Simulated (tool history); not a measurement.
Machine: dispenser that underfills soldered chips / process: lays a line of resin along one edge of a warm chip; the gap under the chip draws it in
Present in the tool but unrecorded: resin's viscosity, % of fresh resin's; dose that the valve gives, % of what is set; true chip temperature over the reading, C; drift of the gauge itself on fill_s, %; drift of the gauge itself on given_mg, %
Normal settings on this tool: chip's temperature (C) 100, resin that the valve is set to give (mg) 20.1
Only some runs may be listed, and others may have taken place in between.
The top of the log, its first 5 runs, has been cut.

| run | hour | chip's temperature (C) | resin that the valve is set to give (mg) | hours of work since the syringe was changed | hours of work since the valve was cleaned | hours of work since the stage was calibrated | time until the resin shows at the far edge (s) | resin that the valve gave (mg) |
|---|---|---|---|---|---|---|---|---|
|  | 46 | new syringe of resin |
| 6 | 49.3 | 108 | 20.1 | 2 | 14 | 396 | 107.7 | 19.91 |
| 7 | 61.4 | 100 | 20.1 | 10 | 23 | 404 | 208.2 | 19.87 |
|  | 63.3 | new syringe of resin |
| 8 | 74.4 | 100 | 22.3 | 8 | 31 | 412 | 178.8 | 21.93 |
|  | 80.4 | new syringe of resin |
| 9 | 83 | 100 | 23.3 | 2 | 37 | 418 | 130.7 | 22.86 |
| 10 | 92.8 | 100 | 23.3 | 8 | 43 | 425 | 189.9 | 22.76 |
|  | 98 | new syringe of resin |
| 11 | 102.2 | 100 | 23.3 | 3 | 50 | 431 | 134.2 | 22.55 |
| 12 | 112.1 | 100 | 23.3 | 10 | 56 | 438 | 194.4 | 22.7 |
|  | 115.1 | new syringe of resin |
| 13 | 119.3 | 111 | 20.1 | 3 | 61 | 442 | 104 | 19.51 |
| 14 | 130.6 | 111 | 20.1 | 11 | 69 | 450 | 163.4 | 19.45 |
|  | 132 | new syringe of resin |
| 15 | 140.8 | 111 | 20.1 | 6 | 75 | 457 | 123.3 | 19.21 |
| 16 | 147.2 | 111 | 20.1 | 10 | 80 | 461 | 160.7 | 19.1 |
|  | 149.6 | new syringe of resin |
| 17 | 153.7 | 100 | 20.3 | 3 | 84 | 465 | 138.3 | 19.34 |
| 18 | 161.2 | 112 | 21.6 | 8 | 89 | 470 | 133.5 | 20.62 |
|  | 166.4 | new syringe of resin |
| 19 | 172.2 | 112 | 21.6 | 4 | 96 | 477 | 108.3 | 20.45 |
|  | 184.2 | new syringe of resin |
| 20 | 185.3 | 112 | 21.6 | 1 | 105 | 486 | 88.3 | 20.44 |
|  | 192.6 | dispensing valve cleaned and set on the balance |
| 21 | 194.9 | 93 | 25.1 | 7 | 2 | 492 | 202.6 | 25.14 |
|  | 202.5 | new syringe of resin |
|  | 203.5 | stage's temperature calibrated |
| 22 | 208.3 | 97 | 17.9 | 3 | 10 | 3 | 163.2 | 17.75 |
|  | 221 | new syringe of resin |
| 23 | 221.2 | 97 | 17.9 | 0 | 18 | 12 | 134.5 | 17.54 |
| 24 | 234.9 | 96 | 25 | 9 | 28 | 21 | 225.9 | 24.54 |
|  | 238.4 | new syringe of resin |
| 25 | 245.5 | 103 | 23.8 | 5 | 34 | 28 | 142.5 | 23.43 |
|  | 255.9 | new syringe of resin |
| 26 | 258.7 | 93 | 17.7 | 2 | 43 | 37 | 163.6 | 17.24 |
| 27 | 267.4 | 97 | 17.7 | 8 | 49 | 43 | 206 | 17.16 |
|  | 273.6 | new syringe of resin |
| 28 | 280.2 | 93 | 18.7 | 4 | 58 | 51 | 192 | 18.02 |
|  | 290.5 | new syringe of resin |
| 29 | 293.7 | 93 | 18.7 | 2 | 66 | 60 | 166.9 | 17.86 |

Run 30 comes next. What will it give?
| 30 | 302.4 | 106 | 24.3 | 8 | 72 | 66 | ? | ? |

{"run 30": {"time until the resin shows at the far edge (s)": 159.3, "resin that the valve gave (mg)": 23.18}}
With no hidden state in the tool, this same run would have given time until the resin shows at the far edge (s) 100.5, resin that the valve gave (mg) 24.28.
